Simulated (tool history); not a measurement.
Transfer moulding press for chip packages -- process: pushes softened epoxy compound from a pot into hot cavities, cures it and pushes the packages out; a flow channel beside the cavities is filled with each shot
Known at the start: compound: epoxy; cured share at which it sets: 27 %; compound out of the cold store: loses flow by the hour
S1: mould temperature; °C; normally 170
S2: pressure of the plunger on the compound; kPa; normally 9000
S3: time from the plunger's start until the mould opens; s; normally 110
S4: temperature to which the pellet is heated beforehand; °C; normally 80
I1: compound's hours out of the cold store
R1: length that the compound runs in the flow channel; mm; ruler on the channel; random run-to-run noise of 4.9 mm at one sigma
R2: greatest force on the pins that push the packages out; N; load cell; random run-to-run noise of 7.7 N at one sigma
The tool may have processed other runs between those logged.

run,day,S1,S2,S3,S4,I1,R1,R2
1,0,170,9000,110,80,44.1,861,435
# day 3.754: cavities cleaned with cleaning compound and waxed
2,3.9,170,9000,110,82,25.2,946,348
# day 7.162: plunger's sealing rings changed
3,7.188,170,9000,115,80,46.1,863,537
# day 9.188: cavities cleaned with cleaning compound and waxed
4,10.938,170,9000,115,80,44.1,859,425
5,13.046,170,9000,115,80,46.4,849,544
# day 14.492: cavities cleaned with cleaning compound and waxed
6,16.254,170,9000,110,80,40.3,870,479
7,19.388,170,9000,110,74,22.2,956,644
# day 19.958: cavities cleaned with cleaning compound and waxed
# day 21.354: plunger's sealing rings changed
8,22.396,170,9520,110,80,43.2,891,517
9,25.1,174,9000,110,85,13.7,1012,544
# day 25.475: cavities cleaned with cleaning compound and waxed
10,27.112,170,10740,111,81,36.9,974,471
11,29.771,174,10740,95,75,31.4,986,628
# day 30.821: cavities cleaned with cleaning compound and waxed
12,33.746,174,6840,95,81,25.1,807,573
# day 35.367: plunger's sealing rings changed
13,35.717,166,7070,123,80,22.4,873,614
# day 36.396: cavities cleaned with cleaning compound and waxed
# day 38.625: mould's thermocouples calibrated
14,39.288,175,7410,104,85,28.3,848,490
# day 41.925: cavities cleaned with cleaning compound and waxed
15,43.221,175,7410,104,85,15.9,905,409

Branching from run 15: 3 alternative next runs. What would each branch give?
A,45.9,168,9000,124,80,23.5,?,?
B,45.9,170,9000,101,80,16,?,?
C,45.9,175,7410,129,85,41.9,?,?

run,R1,R2
A,966,564
B,1001,748
C,768,472
Take away the tool's hidden state, keep each run's random variation, and the runs would have read:
run,R1,R2
A,987,302
B,1024,400
C,785,255

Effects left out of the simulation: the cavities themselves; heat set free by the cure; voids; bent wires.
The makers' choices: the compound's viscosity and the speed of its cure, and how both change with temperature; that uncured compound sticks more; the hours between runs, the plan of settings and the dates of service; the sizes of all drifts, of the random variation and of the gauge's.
